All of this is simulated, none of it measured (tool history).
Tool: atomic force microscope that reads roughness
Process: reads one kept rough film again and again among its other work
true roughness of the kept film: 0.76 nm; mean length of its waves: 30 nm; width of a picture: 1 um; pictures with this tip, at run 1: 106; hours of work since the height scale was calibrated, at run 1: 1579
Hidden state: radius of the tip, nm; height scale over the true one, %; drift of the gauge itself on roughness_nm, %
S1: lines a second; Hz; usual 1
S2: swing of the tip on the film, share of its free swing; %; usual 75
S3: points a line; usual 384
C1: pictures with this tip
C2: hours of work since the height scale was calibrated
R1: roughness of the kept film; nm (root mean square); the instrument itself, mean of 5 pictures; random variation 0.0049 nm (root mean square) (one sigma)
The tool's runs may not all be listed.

run	hour	S1	S2	S3	C1	C2	R1
1	0	1	75	384	106	1579	0.689
2	49.1	1.95	75	384	204	1618	0.654
# hour 60.1: new tip fitted
3	111.5	1.73	75	384	103	1667	0.667
4	163.4	1.11	75	384	206	1709	0.667
# hour 174.6: new tip fitted
5	211.3	1.11	75	384	74	1746	0.684
6	269	1.11	75	384	189	1792	0.671
# hour 291.3: new tip fitted
7	336.5	1.11	75	384	91	1846	0.677
8	387.3	1.11	75	384	192	1886	0.667
# hour 404.3: new tip fitted
9	427.7	1.11	75	384	46	1918	0.69
10	491.8	1.11	75	384	174	1969	0.671
# hour 519.4: new tip fitted
11	563.3	0.89	75	384	88	2025	0.69
12	613.9	0.89	75	384	189	2066	0.673
# hour 634.8: new tip fitted
13	680.7	0.89	75	384	91	2118	0.691
# hour 684.9: height scale calibrated on a step standard
# hour 750.8: new tip fitted
14	751.1	0.89	66	289	1	52	0.699
15	812.7	1	57	466	124	101	0.693
# hour 868.7: new tip fitted
16	884.3	1.21	55	476	31	158	0.707
17	954.8	1.21	55	476	172	214	0.684
# hour 965: height scale calibrated on a step standard, once more
# hour 986.6: new tip fitted
18	1009.9	0.79	64	565	46	35	0.73
19	1048.3	0.79	64	565	123	66	0.725
20	1093.5	1.43	81	691	213	102	0.668
# hour 1100: new tip fitted
21	1138.1	1.43	81	691	76	137	0.684

3 ways to go on from here, each from the tool as it stands after run 21. What would each give?
A	1197.8	1.51	61	849	195	184	?
B	1197.8	1.07	81	314	195	184	?
C	1197.8	2.41	85	691	195	184	?

run	R1
A	0.697
B	0.679
C	0.632
Without the tool's hidden state the same runs would have given:
run	R1
A	0.726
B	0.707
C	0.658
